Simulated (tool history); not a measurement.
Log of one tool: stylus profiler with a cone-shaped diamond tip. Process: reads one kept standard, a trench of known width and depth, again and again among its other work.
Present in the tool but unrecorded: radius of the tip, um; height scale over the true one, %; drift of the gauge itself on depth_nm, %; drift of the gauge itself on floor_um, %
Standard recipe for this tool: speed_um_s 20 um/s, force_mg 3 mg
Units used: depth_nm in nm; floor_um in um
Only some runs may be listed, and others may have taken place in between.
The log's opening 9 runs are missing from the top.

run     day  speed_um_s  force_mg  scans with this tip  hours of work since the height scale was calibrated  depth_nm  floor_um
 10  19.925          54         3                11319                                                  789    508.27     14.55
 11    21.4          54         3                11632                                                  810    508.18     14.56
 12  24.325          54         3                12253                                                  854    508.08     14.47
 13  27.404          54         3                12908                                                  899    508.17     14.45
     27.708  -- height scale calibrated on a step standard
 14  30.183          20         3                13494                                                   37    507.84     14.48
 15  33.279          20         3                14151                                                   82     507.8     14.41
 16  35.808          22         3                14688                                                  120    507.86     14.36
 17  38.242          22         3                15204                                                  156    507.68     14.24
     38.854  -- height scale calibrated on a step standard, once more
 18  41.525          22         3                15898                                                   40    509.23     14.24
 19  43.679          22         3                16355                                                   71    509.27     14.22
 20  45.162          70       4.2                16671                                                   93    511.71     14.14

What does the tool deliver on the next run?
 21  47.442          64      2.74                17155                                                  127         ?         ?

depth_nm: 508.49 nm
floor_um: 14.05 um
Without the tool's hidden state the same run would have given depth_nm 508.33 nm, floor_um 15.52 um.

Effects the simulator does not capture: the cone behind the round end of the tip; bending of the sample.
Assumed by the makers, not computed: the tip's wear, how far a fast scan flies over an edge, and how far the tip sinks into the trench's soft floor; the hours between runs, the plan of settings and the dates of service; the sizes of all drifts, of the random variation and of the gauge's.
